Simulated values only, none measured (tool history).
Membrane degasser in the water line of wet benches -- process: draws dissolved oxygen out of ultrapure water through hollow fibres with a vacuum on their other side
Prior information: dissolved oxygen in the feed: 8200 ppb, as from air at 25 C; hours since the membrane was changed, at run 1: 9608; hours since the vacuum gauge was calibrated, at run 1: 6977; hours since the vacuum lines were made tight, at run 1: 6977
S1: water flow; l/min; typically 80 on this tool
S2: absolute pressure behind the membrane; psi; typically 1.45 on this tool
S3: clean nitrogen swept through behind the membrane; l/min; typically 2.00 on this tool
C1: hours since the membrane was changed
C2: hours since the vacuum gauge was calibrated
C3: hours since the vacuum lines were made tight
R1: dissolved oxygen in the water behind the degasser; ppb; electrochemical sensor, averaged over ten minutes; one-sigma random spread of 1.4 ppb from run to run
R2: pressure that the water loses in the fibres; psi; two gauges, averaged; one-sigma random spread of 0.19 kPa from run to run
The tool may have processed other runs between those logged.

run      day   S1    S2    S3     C1    C2    C3      R1      R2
  1    0.000   80  1.45  2.00   9608  6977  6977   571.2  10.147
  2   11.908   80  1.45  2.00   9893  7263  7263   569.4  10.140
  3   19.954   80  1.45  2.00  10087  7456  7456   574.1  10.140
      20.742  -- vacuum gauge calibrated
      22.904  -- seals of the vacuum lines changed
  4   26.750   80  1.45  2.00  10247   142    92   570.6  10.100
  5   37.600   80  1.45  2.00  10508   403   353   570.4  10.156
  6   49.804   80  1.45  2.00  10800   696   646   568.8  10.127
  7   61.733   80  1.45  2.00  11087   982   932   570.3  10.108
  8   72.462   80  1.45  2.00  11344  1239  1189   572.8  10.158
  9   78.367   80  1.45  2.00  11486  1381  1331   569.9  10.092
 10   86.571   80  1.45  2.00  11683  1578  1528   571.1  10.140
 11   92.404   80  1.45  1.85  11823  1718  1668   602.0  10.108
 12   98.767   80  1.45  1.85  11976  1871  1821   604.2  10.150
 13  106.071   80  1.45  1.85  12151  2046  1996   603.8  10.189
 14  115.792   80  2.90  1.85  12384  2279  2229  1299.9  10.109
     127.750  -- membrane cartridge changed
 15  128.546   80  2.90  1.85     19  2581  2531  1297.9  10.135
 16  134.817   80  2.90  1.85    170  2732  2682  1300.6  10.129
 17  146.812   80  1.13  1.85    457  3020  2970   433.5  10.148
 18  157.467   80  0.88  2.11    713  3275  3226   275.3  10.115
 19  168.408  125  1.16  2.16    976  3538  3488   589.8  15.832
 20  180.921   98  3.34  1.12   1276  3838  3788  2295.3  12.454
 21  193.062   86  1.49  1.44   1568  4130  4080   781.4  10.869
 22  205.171   80  1.67  1.21   1858  4420  4370   943.6  10.112
 23  215.212   54  1.06  1.21   2099  4661  4611   377.8   6.815
 24  224.421   54  1.06  4.22   2320  4882  4832   151.2   6.820
 25  236.733   54  1.06  5.15   2616  5178  5128   131.8   6.844
 26  247.633  106  2.92  3.59   2877  5439  5390  1022.8  13.438
 27  256.825   71  2.86  0.83   3098  5660  5610  1944.4   9.021
 28  265.783   71  2.86  0.83   3313  5875  5825  1949.3   9.005
 29  276.846  126  1.04  0.81   3578  6141  6091   848.4  15.912
 30  283.292  101  2.87  2.00   3733  6295  6245  1439.2  12.794
 31  289.979  101  2.87  1.03   3893  6456  6406  2141.9  12.826

What differs in the tool's unlogged condition from the final listed run ahead of each entry between runs to the first listed run following it?
From run 3 to run 4: vacuum gauge calibrated (day 20.742); seals of the vacuum lines changed (day 22.904)
  air that leaks in behind the membrane, l/min: 0.0022 -> 0.002
From run 14 to run 15: membrane cartridge changed (day 127.750)
  membrane still open, %: 99.9 -> 100

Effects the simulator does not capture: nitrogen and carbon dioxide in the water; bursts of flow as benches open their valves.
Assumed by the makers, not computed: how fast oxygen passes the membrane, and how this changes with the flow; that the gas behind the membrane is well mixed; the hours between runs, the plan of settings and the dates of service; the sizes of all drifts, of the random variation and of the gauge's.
